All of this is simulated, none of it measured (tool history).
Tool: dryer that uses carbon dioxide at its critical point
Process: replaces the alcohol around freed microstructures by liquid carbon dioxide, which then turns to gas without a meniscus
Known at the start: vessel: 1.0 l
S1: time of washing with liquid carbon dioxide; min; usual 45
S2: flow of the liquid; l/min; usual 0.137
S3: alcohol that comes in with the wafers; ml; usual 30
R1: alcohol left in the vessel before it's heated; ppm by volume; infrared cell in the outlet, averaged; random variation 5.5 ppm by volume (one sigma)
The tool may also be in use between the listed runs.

run,day,S1,S2,S3,R1
1,0,45,0.137,30,370
2,0.517,45,0.137,30,380
3,1.338,45,0.137,30,376
4,2.15,41,0.137,30,526
5,2.55,41,0.144,30,461
# day 2.992: inlet filter changed
6,3.046,45,0.137,30,343
7,3.642,45,0.137,30,350
8,4.05,45,0.137,101,733
9,4.708,45,0.137,101,719
10,5.154,65,0.137,30,244
11,5.554,65,0.137,30,241
12,6.079,65,0.137,30,251
13,6.604,65,0.137,30,247
14,7.246,45,0.092,30,1229
15,7.875,45,0.153,30,326
16,8.454,45,0.153,30,327
17,8.983,45,0.153,30,331
18,9.504,45,0.153,30,354
19,9.908,45,0.153,30,350
20,10.462,45,0.153,30,349
21,11.188,45,0.137,30,432
22,11.642,45,0.137,30,446
23,12.092,45,0.137,30,450
24,12.846,42,0.153,107,779
25,13.254,49,0.181,27,312
# day 13.438: purifier's bed changed
26,14.117,45,0.104,21,462
27,14.9,34,0.217,26,61
28,15.5,45,0.137,57,379
29,16.162,45,0.137,57,367
30,16.704,32,0.207,31,135
31,17.071,45,0.173,88,165
32,17.683,28,0.196,29,314
33,18.117,34,0.092,98,7984
34,18.508,45,0.137,103,687
35,18.871,45,0.083,24,1284
36,19.342,45,0.083,24,1281
37,19.912,67,0.083,24,362
38,20.425,33,0.1,35,2613
39,20.983,58,0.151,68,109
40,21.546,29,0.083,30,4544
41,21.904,34,0.137,30,760
42,22.267,45,0.091,86,3551
43,22.708,45,0.091,86,3463
44,23.192,45,0.101,54,1565
45,24.017,45,0.168,30,156
46,24.433,45,0.168,30,159

3 ways to go on from here, each from the tool as it stands after run 46. What would each give?
A,25.096,28,0.12,30,?
B,25.096,45,0.168,27,?
C,25.096,45,0.137,89,?

run,R1
A,2175
B,168
C,730
Without the tool's hidden state the same runs would have given:
run,R1
A,1743
B,40
C,454
